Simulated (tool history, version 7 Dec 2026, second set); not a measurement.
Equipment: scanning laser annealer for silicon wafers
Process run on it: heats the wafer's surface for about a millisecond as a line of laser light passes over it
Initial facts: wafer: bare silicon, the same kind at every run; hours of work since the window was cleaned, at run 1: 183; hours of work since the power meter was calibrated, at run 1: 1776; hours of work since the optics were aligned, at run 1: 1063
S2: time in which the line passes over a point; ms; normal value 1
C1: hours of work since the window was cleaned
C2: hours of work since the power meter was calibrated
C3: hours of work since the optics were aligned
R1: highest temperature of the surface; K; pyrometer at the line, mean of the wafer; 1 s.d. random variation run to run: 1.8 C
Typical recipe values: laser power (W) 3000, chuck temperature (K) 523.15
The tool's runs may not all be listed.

Run 1, hour 0: usual settings; C1 183; C2 1776; C3 1063. Result: R1 1301.15 K.
Run 2, hour 46.1: usual settings; C1 211; C2 1804; C3 1091. Result: R1 1298.15 K.
Run 3, hour 115.1: usual settings; C1 252; C2 1845; C3 1132. Result: R1 1297.15 K.
Run 4, hour 185.8: usual settings; C1 294; C2 1887; C3 1174. Result: R1 1297.15 K.
Run 5, hour 255.4: usual settings; C1 336; C2 1929; C3 1215. Result: R1 1291.15 K.
At hour 311.7: optics aligned, line set to its width.
Run 6, hour 343.2: usual settings; C1 385; C2 1978; C3 19. Result: R1 1299.15 K.
Run 7, hour 406.4: usual settings but laser power (W) 2673, chuck temperature (K) 506.15; C1 423; C2 2016; C3 56. Result: R1 1194.15 K.
Run 8, hour 491.3: usual settings but laser power (W) 3221, chuck temperature (K) 484.15; C1 473; C2 2066; C3 107. Result: R1 1314.15 K.
Run 9, hour 536.1: usual settings but S2 1.12 ms, chuck temperature (K) 527.15; C1 500; C2 2093; C3 134. Result: R1 1346.15 K.
At hour 556.7: window over the wafer cleaned.
Run 10, hour 596.9: usual settings but S2 1.12 ms, chuck temperature (K) 527.15; C1 24; C2 2128; C3 169. Result: R1 1375.15 K.
Run 11, hour 639.6: usual settings but S2 1.12 ms, chuck temperature (K) 527.15; C1 49; C2 2154; C3 194. Result: R1 1373.15 K.
Run 12, hour 711.3: usual settings but laser power (W) 3027, S2 0.78 ms, chuck temperature (K) 521.15; C1 92; C2 2197; C3 237. Result: R1 1218.15 K.

Alternative continuations, all from the tool just after run 12; predict every row:
Run A, hour 768.3: usual settings but laser power (W) 3027, S2 0.78 ms, chuck temperature (K) 501.15; C1 126; C2 2230; C3 271. Result: R1 ?.
Run B, hour 768.3: usual settings but laser power (W) 2934, S2 1.08 ms; C1 126; C2 2230; C3 271. Result: R1 ?.
Run C, hour 768.3: usual settings but laser power (W) 3224, S2 0.72 ms; C1 126; C2 2230; C3 271. Result: R1 ?.

run       R1
  A  1196.15
  B  1328.15
  C  1236.15
Without the tool's unlogged condition, the same runs would have read:
run       R1
  A  1196.15
  B  1328.15
  C  1236.15

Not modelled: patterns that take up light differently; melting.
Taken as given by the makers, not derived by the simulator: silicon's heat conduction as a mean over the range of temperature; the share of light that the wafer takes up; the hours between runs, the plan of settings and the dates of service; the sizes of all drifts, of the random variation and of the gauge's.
